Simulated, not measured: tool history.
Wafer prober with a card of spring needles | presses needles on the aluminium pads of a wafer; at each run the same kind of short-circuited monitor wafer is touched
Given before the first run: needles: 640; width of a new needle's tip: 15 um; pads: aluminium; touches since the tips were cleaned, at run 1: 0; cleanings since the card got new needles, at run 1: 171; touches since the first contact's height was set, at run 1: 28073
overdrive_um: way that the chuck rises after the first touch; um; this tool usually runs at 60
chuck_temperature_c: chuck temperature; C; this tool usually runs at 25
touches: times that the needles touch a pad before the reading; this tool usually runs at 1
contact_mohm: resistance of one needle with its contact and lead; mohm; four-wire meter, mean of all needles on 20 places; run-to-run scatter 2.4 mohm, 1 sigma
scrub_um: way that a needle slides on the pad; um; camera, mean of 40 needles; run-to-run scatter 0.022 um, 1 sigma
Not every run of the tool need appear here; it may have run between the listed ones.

| run | hour | overdrive_um | chuck_temperature_c | touches | touches since the tips were cleaned | cleanings since the card got new needles | touches since the first contact's height was set | contact_mohm | scrub_um |
|---|---|---|---|---|---|---|---|---|---|
| 1 | 0 | 60 | 25 | 1 | 0 | 171 | 28073 | 269 | 8.31 |
|  | 6.2 | tips cleaned on abrasive film |
|  | 12.5 | tips cleaned on abrasive film |
| 2 | 14.8 | 60 | 25 | 1 | 1190 | 173 | 35435 | 272 | 8.3 |
|  | 18.5 | tips cleaned on abrasive film |
|  | 24.7 | tips cleaned on abrasive film |
|  | 30.9 | tips cleaned on abrasive film |
| 3 | 33.1 | 60 | 25 | 1 | 1079 | 176 | 44440 | 271 | 8.35 |
|  | 36.9 | tips cleaned on abrasive film |
|  | 43.1 | tips cleaned on abrasive film |
| 4 | 44.5 | 60 | 25 | 1 | 707 | 178 | 50116 | 269 | 8.35 |
|  | 48.3 | tips cleaned on abrasive film |
|  | 54.5 | tips cleaned on abrasive film |
|  | 60.9 | tips cleaned on abrasive film |
|  | 67.2 | tips cleaned on abrasive film |
| 5 | 71.1 | 60 | 25 | 1 | 1946 | 182 | 63258 | 270 | 8.33 |
|  | 72.4 | tips cleaned on abrasive film |
|  | 78.7 | tips cleaned on abrasive film |
|  | 84.9 | tips cleaned on abrasive film |
| 6 | 89.1 | 60 | 117 | 1 | 2134 | 185 | 72173 | 298 | 8.39 |
|  | 90.5 | tips cleaned on abrasive film |
|  | 96.7 | tips cleaned on abrasive film |
|  | 99.5 | height of the first contact set anew |
|  | 102.1 | tips cleaned on abrasive film |
|  | 108.4 | tips cleaned on abrasive film |
|  | 113.5 | tips cleaned on abrasive film |
| 7 | 114.9 | 60 | 117 | 1 | 687 | 190 | 7569 | 302 | 8.4 |
|  | 118.7 | tips cleaned on abrasive film |
|  | 125 | tips cleaned on abrasive film |
| 8 | 127.7 | 60 | 27 | 1 | 1337 | 192 | 13896 | 273 | 8.41 |
|  | 130.2 | tips cleaned on abrasive film |
|  | 136.6 | tips cleaned on abrasive film |
|  | 141.7 | tips cleaned on abrasive film |
| 9 | 141.9 | 60 | 27 | 1 | 126 | 195 | 20924 | 271 | 8.42 |
|  | 147 | tips cleaned on abrasive film |
|  | 153.3 | tips cleaned on abrasive film |
|  | 158.4 | tips cleaned on abrasive film |
|  | 163.5 | tips cleaned on abrasive film |
| 10 | 164.6 | 60 | 27 | 1 | 588 | 199 | 32141 | 273 | 8.39 |
|  | 169.7 | tips cleaned on abrasive film |
|  | 176.1 | tips cleaned on abrasive film |
|  | 181.1 | tips cleaned on abrasive film |
|  | 187.5 | tips cleaned on abrasive film |
| 11 | 192.3 | 57 | 27 | 1 | 2440 | 203 | 45864 | 269 | 8.02 |
|  | 193.7 | tips cleaned on abrasive film |
|  | 200 | tips cleaned on abrasive film |
| 12 | 204.5 | 60 | 34 | 1 | 2272 | 205 | 51895 | 274 | 8.42 |
|  | 205.9 | tips cleaned on abrasive film |
|  | 211 | tips cleaned on abrasive film |
|  | 217.3 | tips cleaned on abrasive film |
|  | 222.4 | tips cleaned on abrasive film |
| 13 | 224.1 | 65 | 25 | 1 | 834 | 209 | 61516 | 270 | 9.13 |
|  | 227.9 | tips cleaned on abrasive film |
|  | 234.2 | tips cleaned on abrasive film |
|  | 240.5 | tips cleaned on abrasive film |
| 14 | 241.4 | 41 | 61 | 2 | 451 | 212 | 70090 | 292 | 5.78 |
|  | 246.5 | tips cleaned on abrasive film |
|  | 251.6 | tips cleaned on abrasive film |
|  | 255.6 | height of the first contact set anew |
|  | 258.2 | tips cleaned on abrasive film |
| 15 | 261.7 | 48 | 25 | 1 | 1721 | 215 | 2976 | 274 | 6.74 |
|  | 264.3 | tips cleaned on abrasive film |
|  | 270.5 | tips cleaned on abrasive film |
|  | 276.8 | tips cleaned on abrasive film |
|  | 283.2 | tips cleaned on abrasive film |
| 16 | 283.9 | 48 | 25 | 1 | 365 | 219 | 13945 | 274 | 6.74 |
|  | 289 | tips cleaned on abrasive film |
|  | 295.3 | tips cleaned on abrasive film |
|  | 301.6 | tips cleaned on abrasive film |
|  | 307.9 | tips cleaned on abrasive film |
| 17 | 309 | 60 | 48 | 1 | 600 | 223 | 26397 | 279 | 8.45 |
|  | 314.1 | tips cleaned on abrasive film |
|  | 320.4 | tips cleaned on abrasive film |
|  | 325.5 | tips cleaned on abrasive film |
|  | 331.8 | tips cleaned on abrasive film |
| 18 | 331.8 | 44 | 86 | 3 | 15 | 227 | 37645 | 297 | 6.24 |
|  | 338 | tips cleaned on abrasive film |
|  | 344.3 | tips cleaned on abrasive film |
|  | 349.8 | tips cleaned on abrasive film |
| 19 | 349.8 | 44 | 29 | 2 | 0 | 230 | 46549 | 282 | 6.23 |
|  | 356.2 | tips cleaned on abrasive film |
|  | 362.5 | tips cleaned on abrasive film |
|  | 368.8 | tips cleaned on abrasive film |
| 20 | 370 | 54 | 25 | 2 | 617 | 233 | 56555 | 270 | 7.66 |
|  | 375.1 | tips cleaned on abrasive film |
|  | 381.5 | tips cleaned on abrasive film |
| 21 | 382.5 | 77 | 118 | 1 | 532 | 235 | 62735 | 296 | 10.94 |
|  | 387.6 | tips cleaned on abrasive film |
|  | 393.8 | tips cleaned on abrasive film |
| 22 | 396.6 | 62 | 52 | 1 | 1378 | 237 | 69704 | 278 | 8.81 |
|  | 399.2 | tips cleaned on abrasive film |
|  | 404.3 | tips cleaned on abrasive film |
| 23 | 408.2 | 49 | 27 | 1 | 1976 | 239 | 75448 | 274 | 6.95 |
|  | 409.6 | tips cleaned on abrasive film |
|  | 411.1 | height of the first contact set anew |
|  | 412.4 | gauge calibrated |
|  | 416.2 | tips cleaned on abrasive film |
|  | 421.3 | tips cleaned on abrasive film |
| 24 | 423.3 | 49 | 94 | 3 | 994 | 242 | 6016 | 298 | 6.79 |
|  | 427.1 | tips cleaned on abrasive film |
|  | 433.5 | tips cleaned on abrasive film |
|  | 439.8 | tips cleaned on abrasive film |
|  | 446 | tips cleaned on abrasive film |
| 25 | 448.8 | 60 | 25 | 2 | 1383 | 246 | 18643 | 273 | 8.38 |
|  | 451.4 | tips cleaned on abrasive film |
|  | 457.7 | tips cleaned on abrasive film |
|  | 463.6 | tips cleaned on abrasive film |
| 26 | 463.6 | 60 | 25 | 2 | 0 | 249 | 25949 | 271 | 8.32 |

5 ways to go on from here, each from the tool as it stands after run 26. What would each give?
|  | 469.9 | tips cleaned on abrasive film |
|  | 476.2 | tips cleaned on abrasive film |
|  | 482.4 | tips cleaned on abrasive film |
| A | 485.8 | 50 | 25 | 3 | 1705 | 252 | 36928 | ? | ? |
|  | 469.9 | tips cleaned on abrasive film |
|  | 476.2 | tips cleaned on abrasive film |
|  | 482.4 | tips cleaned on abrasive film |
| B | 485.8 | 60 | 113 | 3 | 1705 | 252 | 36928 | ? | ? |
|  | 469.9 | tips cleaned on abrasive film |
|  | 476.2 | tips cleaned on abrasive film |
|  | 482.4 | tips cleaned on abrasive film |
| C | 485.8 | 60 | 25 | 2 | 1705 | 252 | 36928 | ? | ? |
|  | 469.9 | tips cleaned on abrasive film |
|  | 476.2 | tips cleaned on abrasive film |
|  | 482.4 | tips cleaned on abrasive film |
| D | 485.8 | 55 | 25 | 2 | 1705 | 252 | 36928 | ? | ? |
|  | 469.9 | tips cleaned on abrasive film |
|  | 476.2 | tips cleaned on abrasive film |
|  | 482.4 | tips cleaned on abrasive film |
| E | 485.8 | 60 | 98 | 3 | 1705 | 252 | 36928 | ? | ? |

| run | contact_mohm | scrub_um |
|---|---|---|
| A | 270 | 6.99 |
| B | 296 | 8.33 |
| C | 268 | 8.37 |
| D | 272 | 7.71 |
| E | 288 | 8.33 |
Without the tool's hidden state the same runs would have given:
| run | contact_mohm | scrub_um |
|---|---|---|
| A | 270 | 6.96 |
| B | 295 | 8.29 |
| C | 268 | 8.33 |
| D | 272 | 7.68 |
| E | 288 | 8.29 |
